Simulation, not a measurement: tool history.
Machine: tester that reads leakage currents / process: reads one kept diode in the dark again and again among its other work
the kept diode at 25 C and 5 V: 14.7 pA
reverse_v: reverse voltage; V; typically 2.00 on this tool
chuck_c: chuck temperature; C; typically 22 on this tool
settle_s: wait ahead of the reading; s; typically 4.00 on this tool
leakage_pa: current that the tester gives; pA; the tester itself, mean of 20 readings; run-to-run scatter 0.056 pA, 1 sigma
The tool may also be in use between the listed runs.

run 1 hour=0.0 | reverse_v=2.00 chuck_c=22 settle_s=4.00 | leakage_pa=13.35
run 2 hour=170.5 | reverse_v=2.00 chuck_c=22 settle_s=4.00 | leakage_pa=13.59
-- hour=206.4 tester calibrated
run 3 hour=266.5 | reverse_v=2.00 chuck_c=22 settle_s=4.00 | leakage_pa=13.64
run 4 hour=381.2 | reverse_v=2.00 chuck_c=43 settle_s=4.00 | leakage_pa=48.50
run 5 hour=463.2 | reverse_v=2.00 chuck_c=22 settle_s=5.82 | leakage_pa=13.87
-- hour=587.4 chuck's temperature calibrated
run 6 hour=632.3 | reverse_v=2.00 chuck_c=22 settle_s=5.82 | leakage_pa=13.45
-- hour=762.1 probe card cleaned and baked
run 7 hour=802.8 | reverse_v=2.00 chuck_c=22 settle_s=5.82 | leakage_pa=8.59
run 8 hour=920.5 | reverse_v=2.00 chuck_c=22 settle_s=5.82 | leakage_pa=8.76
run 9 hour=1059.0 | reverse_v=2.00 chuck_c=22 settle_s=4.00 | leakage_pa=9.06
run 10 hour=1141.3 | reverse_v=1.32 chuck_c=22 settle_s=4.00 | leakage_pa=7.84
run 11 hour=1305.9 | reverse_v=1.32 chuck_c=22 settle_s=4.00 | leakage_pa=8.05
run 12 hour=1402.1 | reverse_v=1.32 chuck_c=22 settle_s=4.00 | leakage_pa=8.18
-- hour=1480.2 chuck's temperature calibrated
run 13 hour=1515.6 | reverse_v=2.00 chuck_c=22 settle_s=4.00 | leakage_pa=9.10
run 14 hour=1608.9 | reverse_v=2.00 chuck_c=22 settle_s=4.00 | leakage_pa=9.26
run 15 hour=1788.7 | reverse_v=2.00 chuck_c=22 settle_s=4.00 | leakage_pa=9.83
run 16 hour=1881.5 | reverse_v=2.00 chuck_c=22 settle_s=4.00 | leakage_pa=9.83
run 17 hour=2058.0 | reverse_v=2.00 chuck_c=22 settle_s=4.00 | leakage_pa=10.13
run 18 hour=2140.2 | reverse_v=2.00 chuck_c=22 settle_s=4.00 | leakage_pa=10.22
run 19 hour=2235.2 | reverse_v=2.00 chuck_c=22 settle_s=4.00 | leakage_pa=10.53
run 20 hour=2331.8 | reverse_v=2.00 chuck_c=22 settle_s=4.00 | leakage_pa=10.62
-- hour=2379.9 chuck's temperature calibrated
run 21 hour=2443.7 | reverse_v=2.00 chuck_c=22 settle_s=4.00 | leakage_pa=10.02
run 22 hour=2623.3 | reverse_v=1.16 chuck_c=31 settle_s=2.35 | leakage_pa=15.28
run 23 hour=2741.4 | reverse_v=1.16 chuck_c=31 settle_s=2.35 | leakage_pa=15.47
run 24 hour=2899.6 | reverse_v=14.38 chuck_c=23 settle_s=2.35 | leakage_pa=36.51
run 25 hour=3029.1 | reverse_v=6.37 chuck_c=23 settle_s=0.34 | leakage_pa=25.68
run 26 hour=3194.7 | reverse_v=9.36 chuck_c=29 settle_s=2.06 | leakage_pa=40.17
-- hour=3274.9 chuck's temperature calibrated
run 27 hour=3291.2 | reverse_v=9.36 chuck_c=29 settle_s=2.06 | leakage_pa=38.56
run 28 hour=3387.1 | reverse_v=9.36 chuck_c=54 settle_s=2.06 | leakage_pa=174.12
-- hour=3572.7 tester calibrated
run 29 hour=3572.7 | reverse_v=2.00 chuck_c=38 settle_s=0.87 | leakage_pa=32.51
run 30 hour=3679.9 | reverse_v=6.53 chuck_c=34 settle_s=0.79 | leakage_pa=44.77
run 31 hour=3822.3 | reverse_v=6.46 chuck_c=42 settle_s=4.00 | leakage_pa=72.08
run 32 hour=3999.2 | reverse_v=1.06 chuck_c=26 settle_s=4.79 | leakage_pa=11.16
-- hour=4167.8 chuck's temperature calibrated
run 33 hour=4167.8 | reverse_v=1.06 chuck_c=26 settle_s=4.79 | leakage_pa=10.65
run 34 hour=4331.5 | reverse_v=13.32 chuck_c=31 settle_s=8.30 | leakage_pa=58.75
run 35 hour=4483.3 | reverse_v=13.32 chuck_c=31 settle_s=8.30 | leakage_pa=59.99
run 36 hour=4621.4 | reverse_v=13.32 chuck_c=24 settle_s=8.30 | leakage_pa=46.07
run 37 hour=4775.1 | reverse_v=6.50 chuck_c=48 settle_s=3.08 | leakage_pa=109.02
run 38 hour=4909.4 | reverse_v=7.05 chuck_c=43 settle_s=4.30 | leakage_pa=85.86
run 39 hour=4994.1 | reverse_v=3.14 chuck_c=58 settle_s=0.99 | leakage_pa=153.63

Some steps in leakage_pa between neighbouring runs. How much of each would the tool show without its hidden state too (settings, what came in, random variation), and how much is left for the hidden state, with any gauge scatter that isn't in both results?
The hidden state here: stray current of the dirty probe card, pA a volt; current scale over the true one, %; true chuck temperature over the reading, C; drift of the gauge itself on leakage_pa, %.
Run 23 -> 24: reverse_v 1.16 -> 14.38, chuck_c 31 -> 23. leakage_pa +21.04 pA: hidden state +14.68, all else +6.36.
Run 27 -> 28: chuck_c 29 -> 54. leakage_pa +135.56 pA: hidden state +3.46, all else +132.10.
Run 28 -> 29: reverse_v 9.36 -> 2.00, chuck_c 54 -> 38, settle_s 2.06 -> 0.87, tester calibrated. leakage_pa -141.61 pA: hidden state -12.14, all else -129.47.
Run 33 -> 34: reverse_v 1.06 -> 13.32, chuck_c 26 -> 31, settle_s 4.79 -> 8.30. leakage_pa +48.10 pA: hidden state +22.05, all else +26.05.
Run 38 -> 39: reverse_v 7.05 -> 3.14, chuck_c 43 -> 58, settle_s 4.30 -> 0.99. leakage_pa +67.77 pA: hidden state -2.41, all else +70.18.

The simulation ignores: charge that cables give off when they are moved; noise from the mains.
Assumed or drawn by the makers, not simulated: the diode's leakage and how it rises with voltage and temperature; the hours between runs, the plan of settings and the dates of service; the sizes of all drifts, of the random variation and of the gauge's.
